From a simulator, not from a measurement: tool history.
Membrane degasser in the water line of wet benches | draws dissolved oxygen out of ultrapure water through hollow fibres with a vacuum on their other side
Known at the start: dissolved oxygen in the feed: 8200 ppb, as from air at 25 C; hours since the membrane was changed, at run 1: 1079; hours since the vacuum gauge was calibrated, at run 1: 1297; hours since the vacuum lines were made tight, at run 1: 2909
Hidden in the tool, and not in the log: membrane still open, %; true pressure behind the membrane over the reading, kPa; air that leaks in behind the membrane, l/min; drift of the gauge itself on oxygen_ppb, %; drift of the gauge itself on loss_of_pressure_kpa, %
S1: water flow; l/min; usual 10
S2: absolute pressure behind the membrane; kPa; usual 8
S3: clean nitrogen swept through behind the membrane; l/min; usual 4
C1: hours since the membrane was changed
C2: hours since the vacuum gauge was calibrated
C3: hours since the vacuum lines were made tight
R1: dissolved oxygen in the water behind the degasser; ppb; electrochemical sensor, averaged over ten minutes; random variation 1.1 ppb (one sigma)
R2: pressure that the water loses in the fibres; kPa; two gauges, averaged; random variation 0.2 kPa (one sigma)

run	day	S1	S2	S3	C1	C2	C3	R1	R2
1	0	10	8	4	1079	1297	2909	116.5	45.19
2	2.946	15	8	4	1149	1368	2980	227.8	67.69
3	5.804	10	11.13	4	1218	1436	3048	136	45.31
4	8.096	10	11.13	4	1273	1491	3103	134.5	45.1
5	10.175	10	8	4	1323	1541	3153	114.5	45.61
6	12.875	10	8	4	1388	1606	3218	114.6	45.37
7	16.042	10	8	4	1464	1682	3294	114.3	45.06
8	18.992	16	8	4	1534	1753	3365	257.2	72.27
9	20.788	16	8	4	1577	1796	3408	257	72.22
10	24.017	10	8	3.17	1655	1873	3486	123.6	45.23
11	26.542	10	14.14	4	1716	1934	3546	155.6	45.39
12	29.358	10	14.14	4	1783	2001	3614	154.7	45.38
13	32.642	6	4.93	8.83	1862	2080	3693	29.4	27.08
14	35.117	6	4.93	8.83	1921	2140	3752	28.7	27.06
15	37.429	6	4.93	8.83	1977	2195	3807	29.3	27.38
16	39.692	6	4.93	8.83	2031	2250	3862	29.3	27.19
17	41.208	8	6.24	3.44	2068	2286	3898	70.2	35.98
18	42.954	9	9.73	4	2109	2328	3940	105.4	40.91
19	45.738	9	13.47	5.91	2176	2395	4007	108.1	41.21

3 ways to go on from here, each from the tool as it stands after run 19. What would each give?
A	48.912	10	19.7	3.29	2252	2471	4083	?	?
B	48.912	9	10.44	4	2252	2471	4083	?	?
C	48.912	12	7.51	4.92	2252	2471	4083	?	?

run	R1	R2
A	207.2	45.59
B	110.4	41.14
C	153.7	54.71
Without the tool's hidden state the same runs would have given:
run	R1	R2
A	198.3	44.94
B	104.2	40.55
C	145	53.93
